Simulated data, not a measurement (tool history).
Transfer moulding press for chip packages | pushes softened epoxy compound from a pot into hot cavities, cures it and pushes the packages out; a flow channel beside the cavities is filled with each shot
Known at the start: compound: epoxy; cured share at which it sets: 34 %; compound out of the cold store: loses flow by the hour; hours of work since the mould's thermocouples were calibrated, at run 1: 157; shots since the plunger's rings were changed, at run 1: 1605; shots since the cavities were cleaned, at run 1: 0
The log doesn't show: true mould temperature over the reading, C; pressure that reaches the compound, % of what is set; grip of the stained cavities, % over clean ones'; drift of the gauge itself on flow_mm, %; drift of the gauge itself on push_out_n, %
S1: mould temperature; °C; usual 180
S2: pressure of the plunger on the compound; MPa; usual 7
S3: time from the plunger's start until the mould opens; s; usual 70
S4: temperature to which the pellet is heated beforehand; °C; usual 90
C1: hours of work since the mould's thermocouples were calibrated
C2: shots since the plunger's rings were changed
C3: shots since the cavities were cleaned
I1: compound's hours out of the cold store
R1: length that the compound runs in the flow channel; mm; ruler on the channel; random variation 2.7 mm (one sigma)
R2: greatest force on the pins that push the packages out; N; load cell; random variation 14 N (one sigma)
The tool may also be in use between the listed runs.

run 1 day=0 | S1=180 S2=7 S3=70 S4=90 | C1=157 C2=1605 C3=0 | I1=15.7 | R1=616 R2=654
-- day=2.429 cavities cleaned with cleaning compound and waxed
run 2 day=2.946 | S1=180 S2=7 S3=70 S4=90 | C1=192 C2=2397 C3=143 | I1=13.6 | R1=620 R2=644
run 3 day=4.271 | S1=180 S2=7 S3=70 S4=90 | C1=208 C2=2760 C3=506 | I1=28.6 | R1=592 R2=623
-- day=4.9 cavities cleaned with cleaning compound and waxed
-- day=5.575 plunger's sealing rings changed
run 4 day=6.262 | S1=180 S2=7 S3=70 S4=90 | C1=230 C2=189 C3=345 | I1=18.9 | R1=611 R2=646
-- day=7.258 cavities cleaned with cleaning compound and waxed
run 5 day=7.638 | S1=180 S2=7 S3=70 S4=90 | C1=246 C2=549 C3=104 | I1=23.4 | R1=605 R2=631
-- day=9.667 cavities cleaned with cleaning compound and waxed
run 6 day=10.721 | S1=180 S2=7 S3=70 S4=84 | C1=283 C2=1378 C3=290 | I1=10.2 | R1=631 R2=713
-- day=11.992 cavities cleaned with cleaning compound and waxed
run 7 day=13.188 | S1=180 S2=7 S3=105 S4=90 | C1=312 C2=2036 C3=327 | I1=15.5 | R1=619 R2=323
-- day=14.271 cavities cleaned with cleaning compound and waxed
run 8 day=15.229 | S1=180 S2=7 S3=105 S4=90 | C1=336 C2=2580 C3=263 | I1=12.2 | R1=625 R2=317
-- day=16.671 cavities cleaned with cleaning compound and waxed
-- day=17.212 plunger's sealing rings changed
run 9 day=17.25 | S1=180 S2=7 S3=105 S4=90 | C1=358 C2=10 C3=130 | I1=44.6 | R1=562 R2=323
-- day=19.058 cavities cleaned with cleaning compound and waxed
run 10 day=19.875 | S1=180 S2=7 S3=105 S4=90 | C1=389 C2=713 C3=225 | I1=28.7 | R1=597 R2=334
-- day=21.396 cavities cleaned with cleaning compound and waxed
run 11 day=22.825 | S1=180 S2=7 S3=105 S4=90 | C1=424 C2=1505 C3=392 | I1=31.8 | R1=586 R2=329
-- day=23.738 cavities cleaned with cleaning compound and waxed
run 12 day=25.5 | S1=180 S2=7 S3=105 S4=90 | C1=456 C2=2222 C3=483 | I1=34.3 | R1=583 R2=310
-- day=26.175 cavities cleaned with cleaning compound and waxed
run 13 day=26.954 | S1=186 S2=7 S3=70 S4=90 | C1=473 C2=2603 C3=213 | I1=11.6 | R1=611 R2=445
-- day=28.717 plunger's sealing rings changed
-- day=28.779 cavities cleaned with cleaning compound and waxed
run 14 day=29.762 | S1=186 S2=7 S3=70 S4=90 | C1=504 C2=270 C3=270 | I1=15.5 | R1=607 R2=443
-- day=31.15 mould's thermocouples calibrated
-- day=31.212 cavities cleaned with cleaning compound and waxed
run 15 day=31.525 | S1=175 S2=8.26 S3=99 S4=86 | C1=4 C2=713 C3=86 | I1=10.6 | R1=693 R2=404
-- day=33.575 cavities cleaned with cleaning compound and waxed
run 16 day=33.575 | S1=175 S2=8.26 S3=90 S4=86 | C1=28 C2=1258 C3=0 | I1=34.4 | R1=642 R2=448
-- day=35.946 cavities cleaned with cleaning compound and waxed
run 17 day=36.354 | S1=175 S2=8.26 S3=90 S4=86 | C1=61 C2=2003 C3=112 | I1=35.4 | R1=642 R2=462
-- day=38.2 cavities cleaned with cleaning compound and waxed
run 18 day=38.392 | S1=180 S2=7 S3=70 S4=93 | C1=85 C2=2545 C3=53 | I1=25.5 | R1=594 R2=607
-- day=40.312 plunger's sealing rings changed
-- day=40.662 cavities cleaned with cleaning compound and waxed
run 19 day=41.079 | S1=185 S2=8.18 S3=70 S4=100 | C1=115 C2=193 C3=114 | I1=46.6 | R1=592 R2=412
run 20 day=42.408 | S1=183 S2=6.04 S3=57 S4=92 | C1=131 C2=558 C3=479 | I1=10 | R1=578 R2=979
-- day=43.075 cavities cleaned with cleaning compound and waxed
-- day=45.442 cavities cleaned with cleaning compound and waxed
run 21 day=45.533 | S1=180 S2=7 S3=89 S4=90 | C1=168 C2=1381 C3=25 | I1=22.1 | R1=605 R2=377
run 22 day=47.575 | S1=182 S2=7 S3=70 S4=99 | C1=192 C2=1940 C3=584 | I1=13.2 | R1=616 R2=538
-- day=47.875 cavities cleaned with cleaning compound and waxed
-- day=50.188 cavities cleaned with cleaning compound and waxed
run 23 day=50.529 | S1=182 S2=7 S3=70 S4=90 | C1=227 C2=2716 C3=93 | I1=30.7 | R1=580 R2=534
-- day=52.067 plunger's sealing rings changed
run 24 day=52.338 | S1=182 S2=7 S3=70 S4=90 | C1=247 C2=75 C3=561 | I1=25 | R1=590 R2=551
-- day=52.621 cavities cleaned with cleaning compound and waxed
-- day=55.004 cavities cleaned with cleaning compound and waxed
run 25 day=55.292 | S1=182 S2=7 S3=70 S4=81 | C1=281 C2=851 C3=80 | I1=44 | R1=562 R2=533
-- day=57.458 cavities cleaned with cleaning compound and waxed
run 26 day=57.967 | S1=184 S2=5.44 S3=70 S4=81 | C1=313 C2=1567 C3=139 | I1=26.2 | R1=523 R2=490

Forecast each of these 3 alternatives for the next run:
-- day=59.771 cavities cleaned with cleaning compound and waxed
run A day=60.533 | S1=182 S2=7 S3=66 S4=86 | C1=343 C2=2253 C3=208 | I1=31.4 | R1=? R2=?
-- day=59.771 cavities cleaned with cleaning compound and waxed
run B day=60.533 | S1=182 S2=5.87 S3=82 S4=81 | C1=343 C2=2253 C3=208 | I1=20.1 | R1=? R2=?
-- day=59.771 cavities cleaned with cleaning compound and waxed
run C day=60.533 | S1=180 S2=6.58 S3=57 S4=90 | C1=343 C2=2253 C3=208 | I1=26.3 | R1=? R2=?

run=A R1=584 R2=666
run=B R1=553 R2=399
run=C R1=576 R2=1079
Without the tool's hidden state the same runs would have given:
run=A R1=585 R2=659
run=B R1=553 R2=395
run=C R1=577 R2=1070
